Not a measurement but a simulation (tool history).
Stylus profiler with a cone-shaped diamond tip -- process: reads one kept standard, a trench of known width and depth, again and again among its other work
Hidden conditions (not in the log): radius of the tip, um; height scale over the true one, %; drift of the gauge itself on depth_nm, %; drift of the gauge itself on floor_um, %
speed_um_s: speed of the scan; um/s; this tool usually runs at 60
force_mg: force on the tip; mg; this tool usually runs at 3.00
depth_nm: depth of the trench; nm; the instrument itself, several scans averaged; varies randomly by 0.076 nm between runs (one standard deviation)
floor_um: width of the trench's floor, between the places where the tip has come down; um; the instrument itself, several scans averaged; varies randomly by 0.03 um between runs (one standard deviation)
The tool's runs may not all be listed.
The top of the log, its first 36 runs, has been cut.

run	hour	speed_um_s	force_mg	scans with this tip	hours of work since the height scale was calibrated	depth_nm	floor_um
37	887.4	57	4.18	15153	275	204.20	17.17
38	901.7	40	6.29	15254	284	205.50	17.15
39	922.0	40	6.29	15396	298	205.51	17.20
40	944.2	20	6.29	15552	314	205.48	17.19
41	971.9	48	3.00	15747	333	203.25	17.11
42	1007.0	48	3.00	15993	357	203.27	17.11
43	1022.5	60	1.75	16102	368	202.07	17.09
44	1044.9	60	1.75	16259	383	202.09	17.07
45	1079.7	60	1.75	16504	407	202.16	17.08

What will run 46 give?
46	1104.5	104	1.43	16678	424	?	?

Run 46 gave depth_nm 201.76 nm, floor_um 16.93 um.
Take away the tool's hidden state, keep the run-to-run variation as it was, and the same run would have given depth_nm 202.12 nm, floor_um 17.79 um.

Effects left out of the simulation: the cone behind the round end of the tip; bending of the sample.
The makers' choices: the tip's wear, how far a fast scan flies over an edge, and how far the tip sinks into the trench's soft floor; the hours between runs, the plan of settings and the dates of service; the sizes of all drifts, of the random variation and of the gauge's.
